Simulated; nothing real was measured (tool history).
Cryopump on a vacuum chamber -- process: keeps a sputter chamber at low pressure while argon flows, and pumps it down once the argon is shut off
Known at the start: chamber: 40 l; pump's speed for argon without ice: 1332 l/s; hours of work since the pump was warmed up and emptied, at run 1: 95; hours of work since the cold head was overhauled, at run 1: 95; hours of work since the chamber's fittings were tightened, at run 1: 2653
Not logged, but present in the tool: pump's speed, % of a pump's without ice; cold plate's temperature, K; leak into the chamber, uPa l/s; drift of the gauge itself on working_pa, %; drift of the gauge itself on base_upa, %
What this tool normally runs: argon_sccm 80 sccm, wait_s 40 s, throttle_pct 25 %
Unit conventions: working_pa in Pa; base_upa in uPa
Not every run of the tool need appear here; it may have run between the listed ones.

run,hour,argon_sccm,wait_s,throttle_pct,hours of work since the pump was warmed up and emptied,hours of work since the cold head was overhauled,hours of work since the chamber's fittings were tightened,working_pa,base_upa
1,0,80,40,25,95,95,2653,0.4128,4.65
2,33.3,80,40,25,117,117,2675,0.4138,4.78
3,73.8,54,40,25,144,144,2702,0.2821,4.62
4,98.3,54,40,25,160,160,2718,0.2808,4.84
5,131.5,54,40,25,182,182,2740,0.285,4.83
6,154.1,54,40,25,197,197,2755,0.2823,4.93
7,184.3,54,40,25,217,217,2775,0.2859,4.91

What does the tool deliver on the next run?
8,214.9,54,40,25,238,238,2796,?,?

Run 8 measured working_pa 0.2869 Pa, base_upa 5.01 uPa.
Had the tool carried no hidden state, the very same run would have given working_pa 0.275 Pa, base_upa 2.52 uPa.
